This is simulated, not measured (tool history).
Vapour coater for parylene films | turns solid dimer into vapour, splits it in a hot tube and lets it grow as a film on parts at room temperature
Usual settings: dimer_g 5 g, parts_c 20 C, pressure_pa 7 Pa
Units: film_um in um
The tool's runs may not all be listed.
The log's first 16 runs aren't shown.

run,hour,dimer_g,parts_c,pressure_pa,hours of work since the trap's valve was overhauled,hours of work since the table's thermometer was calibrated,film_um
17,314.8,5,20,7,211,529,1.55
18,336.2,5,20,7,229,547,1.5
19,362.3,6,20,7,250,569,1.78
20,381.1,6,20,7,266,584,1.75
21,400.4,3,13,7,282,600,1.02
22,429.4,4,14,6.87,306,624,1.31
23,459.8,4,14,6.87,331,649,1.34
24,475.1,3,14,8.02,344,662,0.97
25,499.4,8,14,8.02,364,682,2.54
26,513.6,8,14,8.02,375,693,2.5
27,532.3,6,20,7,391,709,1.82
28,545.8,4,17,5.67,402,720,1.26
29,574.3,4,17,8.69,425,744,1.19
30,601.3,4,17,8.69,448,766,1.19
31,616.5,4,17,8.69,460,779,1.18
32,642.3,4,15,3.68,482,800,1.36
33,663.9,2,24,2.01,499,818,0.62
34,684.5,5,20,2.88,516,835,1.61

Forecast each of these 3 alternatives for the next run:
A,703.1,3,20,7,532,850,?
B,703.1,5,21,2.88,532,850,?
C,703.1,4,12,2.88,532,850,?

run,film_um
A,0.82
B,1.6
C,1.52
Without the tool's hidden state the same runs would have given:
run,film_um
A,0.89
B,1.74
C,1.64
